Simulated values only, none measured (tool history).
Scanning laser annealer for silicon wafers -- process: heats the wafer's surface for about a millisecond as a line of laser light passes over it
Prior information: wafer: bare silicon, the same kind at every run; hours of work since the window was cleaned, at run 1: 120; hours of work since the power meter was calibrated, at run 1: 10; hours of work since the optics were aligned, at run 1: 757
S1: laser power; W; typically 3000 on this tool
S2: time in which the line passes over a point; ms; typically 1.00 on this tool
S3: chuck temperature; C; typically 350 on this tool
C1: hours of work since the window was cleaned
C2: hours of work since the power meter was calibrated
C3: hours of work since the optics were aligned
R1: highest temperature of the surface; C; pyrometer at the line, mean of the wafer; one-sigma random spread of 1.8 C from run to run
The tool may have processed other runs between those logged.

run,hour,S1,S2,S3,C1,C2,C3,R1
1,0.0,3000,1.00,350,120,10,757,1044
2,9.2,3000,1.00,350,126,16,763,1044
3,21.4,3000,1.00,350,134,24,771,1041
4,31.8,3000,1.00,350,141,31,777,1042
5,44.1,3000,1.00,350,149,39,785,1040
6,56.2,3000,1.00,350,157,47,793,1041
7,66.5,3000,1.00,350,163,54,800,1039
# hour 77.0: optics aligned, line set to its width
8,79.7,3000,1.00,350,169,59,2,1043
9,89.2,3000,1.00,350,175,65,8,1043
10,103.2,3000,1.00,345,184,74,17,1039
11,111.0,2604,1.00,350,189,79,22,948
12,120.7,2604,1.00,350,195,86,28,948
13,130.2,2994,1.00,350,202,92,35,1040
14,138.7,2994,1.00,350,207,97,40,1042
15,154.8,3183,1.20,334,218,108,51,1151
16,166.3,2577,1.20,334,225,115,58,994
17,176.7,3136,1.14,361,232,122,65,1140
18,184.4,3000,1.08,350,237,127,70,1074
19,199.0,3000,0.78,350,246,137,79,945
20,208.8,2911,0.78,341,253,143,86,922
21,222.7,2971,1.24,345,262,152,95,1117
22,237.7,2971,1.24,345,272,162,105,1117
23,251.2,3265,1.24,390,280,171,113,1235
24,264.9,3265,1.24,390,289,180,122,1239
25,280.5,3000,1.00,325,299,190,132,1011
26,294.9,2737,0.87,378,309,199,142,956

Predict each of these 3 candidate next runs independently; none follows another, all start after run 26:
A,308.7,2962,0.82,378,318,208,151,?
B,308.7,3000,0.74,350,318,208,151,?
C,308.7,3084,1.10,350,318,208,151,?

run,R1
A,978
B,925
C,1094
Without the tool's hidden state the same runs would have given:
run,R1
A,995
B,941
C,1114
